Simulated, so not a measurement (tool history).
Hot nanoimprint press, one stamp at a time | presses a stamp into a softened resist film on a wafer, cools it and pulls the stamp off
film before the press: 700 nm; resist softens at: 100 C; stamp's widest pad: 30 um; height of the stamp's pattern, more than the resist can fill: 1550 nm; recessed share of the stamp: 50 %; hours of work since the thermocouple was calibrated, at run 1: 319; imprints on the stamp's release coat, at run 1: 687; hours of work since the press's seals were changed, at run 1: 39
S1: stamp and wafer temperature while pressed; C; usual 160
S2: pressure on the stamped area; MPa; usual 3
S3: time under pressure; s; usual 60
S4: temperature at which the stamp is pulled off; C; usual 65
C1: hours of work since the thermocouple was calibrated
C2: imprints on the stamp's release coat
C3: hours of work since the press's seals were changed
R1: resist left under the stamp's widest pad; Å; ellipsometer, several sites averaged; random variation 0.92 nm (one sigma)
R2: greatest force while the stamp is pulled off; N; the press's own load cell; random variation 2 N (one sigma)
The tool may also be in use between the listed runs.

{"run": 1, "hour": 0.0, "S1": 160, "S2": 3, "S3": 60, "S4": 65, "C1": 319, "C2": 687, "C3": 39, "R1": 3480, "R2": 214}
{"run": 2, "hour": 4.8, "S1": 160, "S2": 3, "S3": 60, "S4": 65, "C1": 321, "C2": 696, "C3": 41, "R1": 3469, "R2": 215}
{"run": 3, "hour": 13.7, "S1": 160, "S2": 3, "S3": 60, "S4": 65, "C1": 325, "C2": 712, "C3": 45, "R1": 3488, "R2": 213}
{"run": 4, "hour": 19.2, "S1": 160, "S2": 3, "S3": 60, "S4": 65, "C1": 328, "C2": 723, "C3": 47, "R1": 3477, "R2": 217}
{"run": 5, "hour": 26.0, "S1": 160, "S2": 3, "S3": 60, "S4": 65, "C1": 331, "C2": 735, "C3": 50, "R1": 3491, "R2": 217}
{"run": 6, "hour": 30.5, "S1": 160, "S2": 3, "S3": 60, "S4": 65, "C1": 333, "C2": 744, "C3": 53, "R1": 3486, "R2": 216}
{"run": 7, "hour": 38.0, "S1": 160, "S2": 3, "S3": 60, "S4": 65, "C1": 337, "C2": 757, "C3": 56, "R1": 3492, "R2": 216}
{"run": 8, "hour": 45.6, "S1": 160, "S2": 3, "S3": 60, "S4": 65, "C1": 340, "C2": 772, "C3": 59, "R1": 3469, "R2": 218}
{"run": 9, "hour": 50.4, "S1": 162, "S2": 3, "S3": 60, "S4": 65, "C1": 342, "C2": 780, "C3": 62, "R1": 3295, "R2": 217}
{"run": 10, "hour": 58.2, "S1": 160, "S2": 1.84, "S3": 60, "S4": 65, "C1": 346, "C2": 795, "C3": 65, "R1": 4489, "R2": 216}
{"run": 11, "hour": 63.9, "S1": 168, "S2": 3, "S3": 60, "S4": 65, "C1": 349, "C2": 806, "C3": 68, "R1": 2780, "R2": 217}
{"run": 12, "hour": 68.4, "S1": 168, "S2": 3, "S3": 60, "S4": 65, "C1": 351, "C2": 814, "C3": 70, "R1": 2765, "R2": 212}
{"run": 13, "hour": 76.1, "S1": 160, "S2": 3, "S3": 44, "S4": 65, "C1": 354, "C2": 828, "C3": 73, "R1": 3837, "R2": 215}
{"run": 14, "hour": 81.7, "S1": 160, "S2": 3, "S3": 44, "S4": 65, "C1": 357, "C2": 838, "C3": 76, "R1": 3847, "R2": 217}
{"run": 15, "hour": 90.8, "S1": 160, "S2": 3, "S3": 60, "S4": 65, "C1": 361, "C2": 855, "C3": 80, "R1": 3501, "R2": 217}
{"run": 16, "hour": 96.0, "S1": 166, "S2": 3, "S3": 60, "S4": 52, "C1": 363, "C2": 865, "C3": 83, "R1": 2932, "R2": 267}
{"run": 17, "hour": 106.0, "S1": 166, "S2": 3, "S3": 60, "S4": 52, "C1": 368, "C2": 884, "C3": 87, "R1": 2946, "R2": 264}
{"run": 18, "hour": 111.5, "S1": 166, "S2": 3, "S3": 69, "S4": 67, "C1": 370, "C2": 894, "C3": 90, "R1": 2799, "R2": 210}
{"run": 19, "hour": 119.7, "S1": 154, "S2": 4.26, "S3": 36, "S4": 71, "C1": 374, "C2": 909, "C3": 94, "R1": 4074, "R2": 193}
{"run": 20, "hour": 125.3, "S1": 161, "S2": 1.9, "S3": 72, "S4": 64, "C1": 377, "C2": 919, "C3": 96, "R1": 4152, "R2": 225}

The next listed run, before its measurement:
{"run": 21, "hour": 132.5, "S1": 159, "S2": 3.03, "S3": 72, "S4": 64, "C1": 380, "C2": 933, "C3": 99, "R1": "?", "R2": "?"}

R1: 3420 Å
R2: 216 N
Without the tool's hidden state the same run would have given R1 3381 Å, R2 215 N.
